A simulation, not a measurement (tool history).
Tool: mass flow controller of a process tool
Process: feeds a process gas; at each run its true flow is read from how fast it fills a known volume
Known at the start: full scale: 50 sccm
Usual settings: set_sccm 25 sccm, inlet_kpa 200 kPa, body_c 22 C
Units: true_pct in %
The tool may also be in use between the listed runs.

run 1 day=0.000 | set_sccm=25 inlet_kpa=200 body_c=22 | true_pct=99.49
run 2 day=9.312 | set_sccm=25 inlet_kpa=200 body_c=22 | true_pct=99.33
run 3 day=16.271 | set_sccm=9 inlet_kpa=200 body_c=22 | true_pct=97.60
run 4 day=25.721 | set_sccm=25 inlet_kpa=204 body_c=22 | true_pct=99.38
run 5 day=38.512 | set_sccm=25 inlet_kpa=204 body_c=22 | true_pct=99.38
run 6 day=49.121 | set_sccm=34 inlet_kpa=200 body_c=22 | true_pct=99.65
run 7 day=55.075 | set_sccm=34 inlet_kpa=200 body_c=22 | true_pct=99.69
run 8 day=60.817 | set_sccm=25 inlet_kpa=155 body_c=22 | true_pct=99.69
run 9 day=70.050 | set_sccm=25 inlet_kpa=200 body_c=24 | true_pct=99.20
run 10 day=78.838 | set_sccm=25 inlet_kpa=200 body_c=24 | true_pct=99.18
run 11 day=87.542 | set_sccm=25 inlet_kpa=200 body_c=24 | true_pct=99.19
run 12 day=100.821 | set_sccm=25 inlet_kpa=200 body_c=24 | true_pct=99.14
run 13 day=111.592 | set_sccm=25 inlet_kpa=200 body_c=38 | true_pct=98.34
run 14 day=122.371 | set_sccm=25 inlet_kpa=200 body_c=23 | true_pct=99.19
run 15 day=129.658 | set_sccm=25 inlet_kpa=200 body_c=23 | true_pct=99.21
run 16 day=138.888 | set_sccm=25 inlet_kpa=200 body_c=33 | true_pct=98.69
run 17 day=146.250 | set_sccm=25 inlet_kpa=200 body_c=33 | true_pct=98.74
run 18 day=155.433 | set_sccm=25 inlet_kpa=200 body_c=33 | true_pct=98.72
run 19 day=165.679 | set_sccm=10 inlet_kpa=163 body_c=24 | true_pct=97.13
-- day=166.575 controller's zero set anew
run 20 day=174.592 | set_sccm=5 inlet_kpa=189 body_c=27 | true_pct=99.84
run 21 day=182.979 | set_sccm=6 inlet_kpa=200 body_c=22 | true_pct=100.11
run 22 day=195.442 | set_sccm=45 inlet_kpa=200 body_c=39 | true_pct=99.79
run 23 day=204.821 | set_sccm=25 inlet_kpa=230 body_c=22 | true_pct=100.52
run 24 day=213.725 | set_sccm=48 inlet_kpa=229 body_c=27 | true_pct=100.48
run 25 day=224.733 | set_sccm=13 inlet_kpa=188 body_c=22 | true_pct=100.38
run 26 day=235.783 | set_sccm=13 inlet_kpa=188 body_c=35 | true_pct=99.57

Forecast each of these 3 alternatives for the next run:
run A day=245.096 | set_sccm=8 inlet_kpa=157 body_c=35 | true_pct=?
run B day=245.096 | set_sccm=15 inlet_kpa=246 body_c=28 | true_pct=?
run C day=245.096 | set_sccm=13 inlet_kpa=188 body_c=25 | true_pct=?

run=A true_pct=99.39
run=B true_pct=99.67
run=C true_pct=100.08
Without the tool's hidden state the same runs would have given:
run=A true_pct=99.46
run=B true_pct=99.32
run=C true_pct=99.80
